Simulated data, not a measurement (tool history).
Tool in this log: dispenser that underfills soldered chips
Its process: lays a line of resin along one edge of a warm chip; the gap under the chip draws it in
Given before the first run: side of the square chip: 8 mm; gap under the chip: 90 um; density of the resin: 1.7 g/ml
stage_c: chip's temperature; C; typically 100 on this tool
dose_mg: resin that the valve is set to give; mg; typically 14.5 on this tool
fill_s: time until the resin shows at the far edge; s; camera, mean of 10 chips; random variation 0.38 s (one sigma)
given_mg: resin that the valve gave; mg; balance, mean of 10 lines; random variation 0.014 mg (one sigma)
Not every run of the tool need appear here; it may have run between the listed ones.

run	hour	stage_c	dose_mg	fill_s	given_mg
1	0	100	14.5	32.5	14.43
# hour 4.6: new syringe of resin
2	11.4	100	14.5	32.8	14.39
# hour 15.9: new syringe of resin
3	22.3	100	14.5	33.3	14.36
# hour 27: new syringe of resin
4	31.5	100	14.5	30.5	14.33
5	37.5	100	14.5	40.1	14.31
# hour 38.5: new syringe of resin
# hour 39.5: dispensing valve cleaned and set on the balance
6	45.1	100	14.5	31.2	14.47
# hour 50.7: new syringe of resin
7	52.6	100	14.5	26.7	14.47
# hour 61.8: new syringe of resin
8	63.6	85	14.5	50.5	14.4
9	71.9	85	14.5	75.1	14.37
# hour 73.1: new syringe of resin
10	83.1	100	17.4	38	17.21
# hour 84.8: new syringe of resin
11	94.7	100	17.4	36.6	17.13
# hour 96.6: new syringe of resin
# hour 97.6: dispensing valve cleaned and set on the balance
12	101.8	100	17.4	29.1	17.36
# hour 109.4: new syringe of resin
13	112.3	100	17.4	27.7	17.33
14	117.1	100	14.5	34.7	14.41
# hour 120.5: new syringe of resin
15	128.3	100	14.5	34.5	14.38
# hour 132.1: new syringe of resin
16	137.8	96	14.5	38	14.36
# hour 143.8: new syringe of resin
17	149.3	100	13.5	32.6	13.3
# hour 154.7: dispensing valve cleaned and set on the balance
# hour 156.2: new syringe of resin
18	159.5	100	13.5	28.7	13.52
# hour 167.5: new syringe of resin
19	170.1	93	12.7	38.5	12.66
20	174.7	93	12.7	48.2	12.68
# hour 178.8: new syringe of resin
21	183.1	93	12.7	43.1	12.65
# hour 190.2: new syringe of resin
22	191.9	93	12.7	37.2	12.61
23	198	93	12.7	48.8	12.58
# hour 201.4: new syringe of resin
24	208.6	90	18.4	52	18.2
# hour 212.2: dispensing valve cleaned and set on the balance
# hour 213.8: new syringe of resin
25	217.4	104	13	25.7	12.97
# hour 224.9: new syringe of resin
26	226.4	96	14.9	31.5	14.81
27	234.4	96	14.9	45.7	14.79
# hour 236.2: new syringe of resin
28	242.4	104	14.9	27.8	14.75
# hour 248: new syringe of resin
29	249.6	113	14.6	15.2	14.41
30	257.2	113	14.6	22	14.41
# hour 259.3: new syringe of resin
# hour 269.5: dispensing valve cleaned and set on the balance
31	269.6	110	14.6	25.7	14.59
# hour 271.3: new syringe of resin
32	277.1	110	14.6	21.1	14.56
# hour 282.4: new syringe of resin
33	288.4	105	12.8	27.7	12.76
# hour 294.1: new syringe of resin
34	295.4	105	12.8	21.7	12.7

Below are 4 alternative next runs, each starting from the tool's condition after run 34. Predict each:
A	302.5	110	14.9	?	?
B	302.5	105	12.8	?	?
C	302.5	96	17.6	?	?
D	302.5	113	14.6	?	?

run	fill_s	given_mg
A	24.2	14.77
B	30.6	12.67
C	42.8	17.44
D	21.5	14.46
With the hidden condition removed and each run's random variation left untouched, the same runs would have given:
run	fill_s	given_mg
A	15.8	14.9
B	19.8	12.78
C	27.6	17.59
D	13.9	14.59
